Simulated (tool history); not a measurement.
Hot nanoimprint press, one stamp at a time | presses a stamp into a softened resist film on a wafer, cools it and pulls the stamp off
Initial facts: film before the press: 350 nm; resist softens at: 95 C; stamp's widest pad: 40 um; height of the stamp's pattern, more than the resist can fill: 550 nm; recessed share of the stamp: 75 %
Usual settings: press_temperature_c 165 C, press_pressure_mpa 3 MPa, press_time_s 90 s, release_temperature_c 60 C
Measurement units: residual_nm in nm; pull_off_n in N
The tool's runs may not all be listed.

run,hour,press_temperature_c,press_pressure_mpa,press_time_s,release_temperature_c,residual_nm,pull_off_n
1,0,165,3,90,60,151,135
2,9.5,165,3,90,60,150.1,139
3,19.5,165,3,95,60,148.6,133
4,32.7,165,3,90,60,150.2,146
5,44.3,165,3,90,60,151.9,140
6,51.1,165,3,90,60,149.1,146
7,62.9,165,3,151,60,127.5,148
8,76.8,165,3,151,60,128.6,149
9,82.9,165,3,151,60,127,151
10,91.4,165,3,151,60,129.3,152
# hour 95.1: plate thermocouple calibrated
11,105.7,165,3.62,90,60,141.6,155
12,117.9,165,3,90,60,157.5,154
13,125.6,168,3.9,49,62,145.9,155
# hour 129.7: plate thermocouple calibrated, once more
14,141.5,168,3.9,49,62,136.3,147
15,148.7,168,3.9,49,62,135,147
16,158.3,154,4.43,121,60,164.5,157
17,166.4,154,4.43,121,60,164.5,165
18,176.6,154,4.43,121,60,164.6,162
19,188.4,168,3,94,60,128.8,162
20,196,168,3,94,60,129.1,162
21,206.1,165,4.69,94,66,110.8,139
22,213.3,158,1.87,90,60,239.7,170
23,219.9,165,3.85,90,63,125.5,155

Forecast each of these 3 alternatives for the next run:
A,226.2,165,3,156,60,?,?
B,226.2,165,2.16,68,63,?,?
C,226.2,160,3,141,60,?,?

run,residual_nm,pull_off_n
A,120.9,173
B,189.7,156
C,155,178
With the hidden condition removed and each run's random variation left untouched, the same runs would have given:
run,residual_nm,pull_off_n
A,119.5,123
B,187.9,111
C,153.1,127
